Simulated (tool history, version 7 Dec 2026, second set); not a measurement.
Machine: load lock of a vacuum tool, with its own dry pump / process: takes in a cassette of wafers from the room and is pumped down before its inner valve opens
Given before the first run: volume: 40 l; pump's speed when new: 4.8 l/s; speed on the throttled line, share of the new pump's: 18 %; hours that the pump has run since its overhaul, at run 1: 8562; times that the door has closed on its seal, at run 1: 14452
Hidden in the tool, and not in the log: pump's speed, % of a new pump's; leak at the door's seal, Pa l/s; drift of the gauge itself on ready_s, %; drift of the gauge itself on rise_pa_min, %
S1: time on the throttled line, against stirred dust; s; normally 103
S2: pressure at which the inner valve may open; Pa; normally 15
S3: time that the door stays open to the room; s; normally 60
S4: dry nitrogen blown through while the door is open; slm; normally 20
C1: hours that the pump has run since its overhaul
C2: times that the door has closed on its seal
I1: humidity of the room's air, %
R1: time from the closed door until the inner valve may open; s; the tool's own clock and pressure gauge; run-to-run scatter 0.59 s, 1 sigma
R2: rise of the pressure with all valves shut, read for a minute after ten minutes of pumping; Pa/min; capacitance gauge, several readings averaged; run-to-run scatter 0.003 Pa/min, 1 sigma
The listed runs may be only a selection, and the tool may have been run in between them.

run 1 hour=0 | S1=103 S2=15 S3=60 S4=20 | C1=8562 C2=14452 | I1=44.9 | R1=159.6 R2=0.085
run 2 hour=130.3 | S1=103 S2=15 S3=60 S4=20 | C1=8692 C2=15053 | I1=47.1 | R1=160.7 R2=0.086
run 3 hour=330.6 | S1=103 S2=15 S3=60 S4=20 | C1=8892 C2=15975 | I1=48.1 | R1=160.9 R2=0.089
run 4 hour=521 | S1=103 S2=15 S3=60 S4=20 | C1=9083 C2=16852 | I1=41.1 | R1=160.7 R2=0.095
run 5 hour=741.3 | S1=103 S2=15 S3=60 S4=20 | C1=9303 C2=17867 | I1=46.8 | R1=160.3 R2=0.105
run 6 hour=900 | S1=103 S2=15 S3=60 S4=20 | C1=9462 C2=18598 | I1=48.3 | R1=159.4 R2=0.11
run 7 hour=1020.3 | S1=103 S2=15 S3=60 S4=20 | C1=9582 C2=19152 | I1=47.2 | R1=159.7 R2=0.112
run 8 hour=1249.3 | S1=103 S2=15 S3=60 S4=20 | C1=9811 C2=20208 | I1=48.7 | R1=161.5 R2=0.117
run 9 hour=1496.2 | S1=103 S2=15 S3=60 S4=20 | C1=10058 C2=21345 | I1=44.8 | R1=160.6 R2=0.125
run 10 hour=1728.4 | S1=103 S2=15 S3=60 S4=20 | C1=10290 C2=22415 | I1=47.4 | R1=160.8 R2=0.13
run 11 hour=1885.2 | S1=103 S2=15 S3=60 S4=13 | C1=10447 C2=23137 | I1=44.6 | R1=160.9 R2=0.143
run 12 hour=1998.4 | S1=55 S2=15 S3=60 S4=13 | C1=10560 C2=23658 | I1=43 | R1=122.3 R2=0.148
run 13 hour=2240.9 | S1=103 S2=15 S3=60 S4=20 | C1=10803 C2=24776 | I1=41.7 | R1=162 R2=0.141
run 14 hour=2471.4 | S1=103 S2=15 S3=60 S4=20 | C1=11033 C2=25837 | I1=45.8 | R1=160.8 R2=0.152
run 15 hour=2628.1 | S1=103 S2=15 S3=60 S4=5 | C1=11190 C2=26559 | I1=41.3 | R1=161.3 R2=0.171
run 16 hour=2857.6 | S1=103 S2=15 S3=60 S4=5 | C1=11419 C2=27616 | I1=45 | R1=161.4 R2=0.183
run 17 hour=2977.2 | S1=103 S2=15 S3=60 S4=20 | C1=11539 C2=28167 | I1=47 | R1=160.8 R2=0.174
run 18 hour=3157.3 | S1=103 S2=15 S3=60 S4=20 | C1=11719 C2=28997 | I1=46.6 | R1=161.8 R2=0.174
run 19 hour=3317 | S1=103 S2=15 S3=60 S4=20 | C1=11879 C2=29733 | I1=43.1 | R1=162.6 R2=0.181
run 20 hour=3495.2 | S1=103 S2=15 S3=60 S4=20 | C1=12057 C2=30554 | I1=47.3 | R1=162.2 R2=0.202
run 21 hour=3685.5 | S1=103 S2=15 S3=60 S4=20 | C1=12247 C2=31430 | I1=45.9 | R1=160.6 R2=0.201
run 22 hour=3789.8 | S1=103 S2=12 S3=60 S4=8 | C1=12352 C2=31911 | I1=47.8 | R1=163.1 R2=0.213
run 23 hour=3996.9 | S1=86 S2=19 S3=60 S4=20 | C1=12559 C2=32865 | I1=46.9 | R1=144.9 R2=0.212
run 24 hour=4117.2 | S1=86 S2=19 S3=84 S4=6 | C1=12679 C2=33419 | I1=44.9 | R1=145.6 R2=0.236
run 25 hour=4348 | S1=86 S2=18 S3=84 S4=9 | C1=12910 C2=34482 | I1=49.5 | R1=146.6 R2=0.251
run 26 hour=4558.6 | S1=83 S2=15 S3=60 S4=20 | C1=13120 C2=35453 | I1=42.2 | R1=146 R2=0.23
run 27 hour=4728.6 | S1=81 S2=15 S3=207 S4=21 | C1=13290 C2=36236 | I1=44.2 | R1=144 R2=0.264
run 28 hour=4909.8 | S1=103 S2=25 S3=58 S4=20 | C1=13472 C2=37070 | I1=44.7 | R1=158.2 R2=0.245
run 29 hour=5105.7 | S1=103 S2=25 S3=58 S4=20 | C1=13667 C2=37973 | I1=46.4 | R1=158 R2=0.259
run 30 hour=5272.5 | S1=103 S2=25 S3=58 S4=20 | C1=13834 C2=38741 | I1=44.5 | R1=157.9 R2=0.26
run 31 hour=5441.8 | S1=103 S2=25 S3=58 S4=20 | C1=14003 C2=39521 | I1=46.8 | R1=157 R2=0.263
run 32 hour=5665.1 | S1=103 S2=19 S3=58 S4=34 | C1=14227 C2=40549 | I1=45.9 | R1=160.3 R2=0.272
run 33 hour=5886.4 | S1=103 S2=19 S3=58 S4=34 | C1=14448 C2=41569 | I1=45 | R1=160.8 R2=0.269
run 34 hour=6124.4 | S1=103 S2=19 S3=58 S4=34 | C1=14686 C2=42666 | I1=42.7 | R1=161.3 R2=0.288

Forecast run 35:
run 35 hour=6294.8 | S1=103 S2=12 S3=60 S4=31 | C1=14857 C2=43451 | I1=46.4 | R1=? R2=?

R1: 165.5 s
R2: 0.298 Pa/min
Minus the tool's unlogged condition, the same run would have read R1 160.3 s, R2 0.033 Pa/min.
